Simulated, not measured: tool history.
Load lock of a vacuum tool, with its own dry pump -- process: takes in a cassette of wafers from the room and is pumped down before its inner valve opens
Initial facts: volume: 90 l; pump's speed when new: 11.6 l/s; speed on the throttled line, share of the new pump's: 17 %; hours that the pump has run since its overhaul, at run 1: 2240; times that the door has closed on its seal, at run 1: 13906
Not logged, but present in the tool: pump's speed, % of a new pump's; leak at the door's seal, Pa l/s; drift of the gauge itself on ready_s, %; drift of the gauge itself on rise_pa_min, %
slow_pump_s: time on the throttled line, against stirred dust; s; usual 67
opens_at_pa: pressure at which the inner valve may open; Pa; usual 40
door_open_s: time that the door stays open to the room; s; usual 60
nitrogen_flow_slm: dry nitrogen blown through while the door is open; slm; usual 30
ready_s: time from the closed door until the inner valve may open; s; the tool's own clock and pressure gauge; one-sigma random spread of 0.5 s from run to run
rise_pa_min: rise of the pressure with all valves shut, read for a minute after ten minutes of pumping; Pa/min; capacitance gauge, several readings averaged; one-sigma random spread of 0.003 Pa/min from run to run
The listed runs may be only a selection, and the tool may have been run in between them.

| run | hour | slow_pump_s | opens_at_pa | door_open_s | nitrogen_flow_slm | hours that the pump has run since its overhaul | times that the door has closed on its seal | incoming humidity of the room's air, % | ready_s | rise_pa_min |
|---|---|---|---|---|---|---|---|---|---|---|
| 1 | 0.0 | 67 | 40 | 60 | 30 | 2240 | 13906 | 46.5 | 116.8 | 0.011 |
| 2 | 100.3 | 67 | 40 | 60 | 14 | 2340 | 14302 | 46.4 | 116.5 | 0.023 |
| 3 | 258.0 | 67 | 40 | 60 | 14 | 2498 | 14926 | 42.0 | 116.0 | 0.026 |
| 4 | 372.6 | 67 | 40 | 60 | 14 | 2612 | 15379 | 45.6 | 117.2 | 0.025 |
| 5 | 459.6 | 67 | 40 | 60 | 14 | 2699 | 15722 | 41.5 | 116.2 | 0.020 |
| 6 | 567.7 | 67 | 40 | 60 | 30 | 2808 | 16150 | 44.9 | 116.1 | 0.011 |
| 7 | 758.1 | 67 | 57 | 60 | 30 | 2998 | 16902 | 43.2 | 113.9 | 0.020 |
| 8 | 922.8 | 67 | 57 | 60 | 30 | 3163 | 17553 | 47.5 | 113.3 | 0.017 |
| 9 | 1108.3 | 67 | 40 | 60 | 30 | 3348 | 18286 | 47.2 | 116.2 | 0.022 |
| 10 | 1299.0 | 67 | 40 | 60 | 30 | 3539 | 19040 | 46.9 | 115.0 | 0.020 |
| 11 | 1461.5 | 67 | 40 | 60 | 30 | 3701 | 19682 | 44.8 | 117.2 | 0.012 |
| 12 | 1601.7 | 78 | 40 | 60 | 30 | 3842 | 20236 | 46.3 | 125.8 | 0.019 |
| 13 | 1773.9 | 78 | 40 | 60 | 30 | 4014 | 20917 | 47.8 | 125.4 | 0.017 |
| 14 | 1962.0 | 78 | 40 | 60 | 30 | 4202 | 21660 | 46.6 | 125.5 | 0.017 |
| 15 | 2096.8 | 133 | 40 | 60 | 19 | 4337 | 22193 | 47.0 | 171.0 | 0.020 |
| 16 | 2201.0 | 67 | 40 | 60 | 5 | 4441 | 22605 | 43.6 | 115.9 | 0.035 |
| 17 | 2389.5 | 67 | 40 | 60 | 5 | 4629 | 23350 | 47.3 | 115.9 | 0.027 |
| 18 | 2515.7 | 67 | 40 | 60 | 26 | 4756 | 23849 | 47.1 | 116.6 | 0.015 |
| 19 | 2642.1 | 67 | 40 | 60 | 26 | 4882 | 24348 | 47.3 | 115.4 | 0.020 |
| 20 | 2719.3 | 67 | 40 | 60 | 26 | 4959 | 24654 | 42.9 | 116.2 | 0.013 |
| 21 | 2893.9 | 67 | 40 | 60 | 26 | 5134 | 25344 | 45.5 | 117.1 | 0.007 |
| 22 | 3085.1 | 67 | 40 | 60 | 26 | 5325 | 26099 | 46.1 | 115.7 | 0.019 |
| 23 | 3205.0 | 67 | 40 | 60 | 26 | 5445 | 26573 | 43.7 | 116.4 | 0.014 |
| 24 | 3283.2 | 67 | 40 | 60 | 26 | 5523 | 26882 | 45.9 | 116.5 | 0.019 |
| 25 | 3460.2 | 67 | 40 | 60 | 14 | 5700 | 27582 | 46.6 | 116.8 | 0.024 |
| 26 | 3585.2 | 60 | 53 | 120 | 33 | 5825 | 28076 | 49.2 | 108.1 | 0.022 |
| 27 | 3752.2 | 60 | 53 | 120 | 33 | 5992 | 28736 | 47.7 | 109.0 | 0.022 |

Branching from run 27: 3 alternative next runs. What would each branch give?
| A | 3933.4 | 82 | 50 | 60 | 30 | 6173 | 29452 | 43.9 | ? | ? |
| B | 3933.4 | 58 | 64 | 120 | 33 | 6173 | 29452 | 42.5 | ? | ? |
| C | 3933.4 | 57 | 38 | 60 | 4 | 6173 | 29452 | 44.7 | ? | ? |

| run | ready_s | rise_pa_min |
|---|---|---|
| A | 127.0 | 0.017 |
| B | 105.2 | 0.021 |
| C | 108.4 | 0.029 |
What these runs would have given with no unlogged condition in the tool:
| run | ready_s | rise_pa_min |
|---|---|---|
| A | 126.9 | 0.016 |
| B | 105.2 | 0.020 |
| C | 108.4 | 0.028 |

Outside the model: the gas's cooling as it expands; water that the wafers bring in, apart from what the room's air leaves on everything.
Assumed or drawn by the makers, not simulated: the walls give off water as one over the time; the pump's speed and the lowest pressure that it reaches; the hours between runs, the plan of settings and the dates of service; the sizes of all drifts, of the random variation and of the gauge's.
